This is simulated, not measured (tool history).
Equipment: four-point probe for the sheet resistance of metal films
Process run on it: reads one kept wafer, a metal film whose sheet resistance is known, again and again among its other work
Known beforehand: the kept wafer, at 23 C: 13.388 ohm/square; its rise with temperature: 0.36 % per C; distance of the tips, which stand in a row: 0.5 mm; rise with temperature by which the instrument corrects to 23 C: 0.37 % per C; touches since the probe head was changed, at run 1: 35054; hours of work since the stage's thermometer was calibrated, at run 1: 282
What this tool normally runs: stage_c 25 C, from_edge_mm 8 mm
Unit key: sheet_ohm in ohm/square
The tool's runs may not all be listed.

run    hour  stage_c  from_edge_mm  touches since the probe head was changed  hours of work since the stage's thermometer was calibrated  sheet_ohm
  1     0.0       25             8                                     35054                                                         282  13.320642
  2    44.4       28             8                                     36537                                                         316  13.314916
  3   100.8       28             8                                     38418                                                         358  13.313282
  4   159.4       28             8                                     40375                                                         402  13.311083
  5   268.7       28             8                                     44024                                                         484  13.309890
  6   379.0       28             8                                     47709                                                         567  13.306846
  7   436.9       28             8                                     49642                                                         611  13.308126
  8   497.6       25             8                                     51668                                                         656  13.312673
  9   600.2       25            28                                     55095                                                         733  13.285968
 10   661.1       25            28                                     57130                                                         779  13.282859
 11   742.2       25            69                                     59836                                                         840  13.275480
 12   851.5       25             9                                     63485                                                         922  13.293949
 13   951.0       25             8                                     66808                                                         997  13.298126
 14  1005.4       25            54                                     68624                                                        1038  13.272466
 15  1097.7       25            54                                     71705                                                        1107  13.273045
     1102.6  -- stage's thermometer calibrated
 16  1152.5       25             8                                     73521                                                          38  13.302668
 17  1204.5       25             8                                     75256                                                          77  13.309573
 18  1268.2       25             8                                     77384                                                         124  13.305853
 19  1355.8       25             8                                     80309                                                         190  13.302845
 20  1426.9       25             8                                     82682                                                         244  13.300556
 21  1535.5       25             8                                     86310                                                         325  13.298252
     1583.1  -- stage's thermometer calibrated, once more
 22  1595.8       25             4                                     88306                                                          10  13.341213
 23  1657.9       25             4                                     90378                                                          56  13.346408
 24  1743.7       19            41                                     93243                                                         121  13.247644
 25  1831.9       31            32                                     96188                                                         187  13.225021
 26  1904.5       26             8                                     98612                                                         241  13.256598
 27  1949.7       27             6                                    100120                                                         275  13.278690
 28  2033.3       34            44                                    102914                                                         338  13.215114
 29  2086.2       20            38                                    104680                                                         378  13.240598
     2123.2  -- new probe head fitted
 30  2183.6       24             4                                      2017                                                         450  13.524991
 31  2243.2       24             4                                      4008                                                         495  13.523269

Forecast run 32:
 32  2303.2       24             4                                      6008                                                         540          ?

For run 32 the tool returned sheet_ohm 13.527287 ohm/square.
If the tool had no hidden condition, the same run with the same run-to-run variation would have returned sheet_ohm 13.499976 ohm/square.
